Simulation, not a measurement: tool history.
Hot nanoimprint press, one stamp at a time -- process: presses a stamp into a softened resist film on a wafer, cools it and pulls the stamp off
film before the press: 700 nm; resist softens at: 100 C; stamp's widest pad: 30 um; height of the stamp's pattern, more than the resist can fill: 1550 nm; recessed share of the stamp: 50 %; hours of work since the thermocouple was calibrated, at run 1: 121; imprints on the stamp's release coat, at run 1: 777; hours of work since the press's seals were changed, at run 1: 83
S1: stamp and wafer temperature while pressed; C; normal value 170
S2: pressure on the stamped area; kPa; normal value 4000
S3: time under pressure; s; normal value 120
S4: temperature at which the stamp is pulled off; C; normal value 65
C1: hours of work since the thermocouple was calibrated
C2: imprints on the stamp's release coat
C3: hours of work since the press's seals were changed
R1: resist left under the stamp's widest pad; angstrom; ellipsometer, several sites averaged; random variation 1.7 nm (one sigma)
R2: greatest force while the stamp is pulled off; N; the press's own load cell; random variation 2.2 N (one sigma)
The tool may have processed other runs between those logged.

run	hour	S1	S2	S3	S4	C1	C2	C3	R1	R2
1	0.0	170	4000	120	65	121	777	83	3789	99
2	5.4	170	4000	121	65	124	795	86	3731	98
3	13.7	170	4000	121	65	129	822	91	3753	93
4	22.4	170	4000	121	65	134	852	96	3739	97
5	30.6	170	4000	121	65	138	879	101	3777	99
6	39.8	170	4960	121	65	144	910	106	3460	95
7	44.5	170	4000	236	65	147	926	109	2916	98
8	49.9	170	4000	120	63	150	944	112	3766	102
9	55.9	170	4000	120	63	153	964	116	3758	101
10	61.4	170	5160	120	65	156	982	119	3457	95
11	68.5	170	5160	120	65	160	1006	123	3426	97
12	76.9	170	4000	120	65	165	1034	128	3772	97
13	84.4	170	4000	120	65	170	1059	132	3794	100
14	90.6	170	4000	120	65	173	1080	136	3765	95
15	95.2	170	4000	120	65	176	1096	139	3760	96
16	102.5	170	4000	120	65	180	1120	143	3784	96
17	110.2	170	4000	120	65	185	1146	147	3792	97
18	114.8	161	5610	121	54	187	1161	150	5119	109
19	123.7	172	4000	120	60	192	1191	155	3418	102
20	131.8	174	4000	122	59	197	1218	160	3063	100
21	140.4	178	4000	180	63	202	1247	165	2053	96
22	148.5	178	2430	181	58	207	1274	169	2592	101
23	155.0	178	2430	181	58	211	1296	173	2618	105
24	159.3	178	6220	181	62	213	1310	176	1677	98
25	165.7	170	4000	120	72	217	1332	179	3837	89
26	169.5	170	4000	120	72	219	1345	182	3811	90
27	174.8	170	4000	120	72	222	1362	185	3791	91
28	184.0	170	4000	125	60	227	1393	190	3750	98
29	188.7	170	4000	120	67	230	1409	193	3815	91
30	193.0	169	2960	183	67	233	1423	195	3872	98
31	201.1	170	4000	217	66	237	1451	200	3050	99

Alternative continuations, all from the tool just after run 31; predict every row:
A	205.3	170	6090	120	65	240	1465	202	?	?
B	205.3	177	4000	233	53	240	1465	202	?	?
C	205.3	170	3380	135	65	240	1465	202	?	?

run	R1	R2
A	3241	98
B	1962	109
C	3890	101
The same runs, with their run-to-run variation unchanged, on a tool lacking any hidden condition would have given:
run	R1	R2
A	3186	97
B	1929	108
C	3825	100
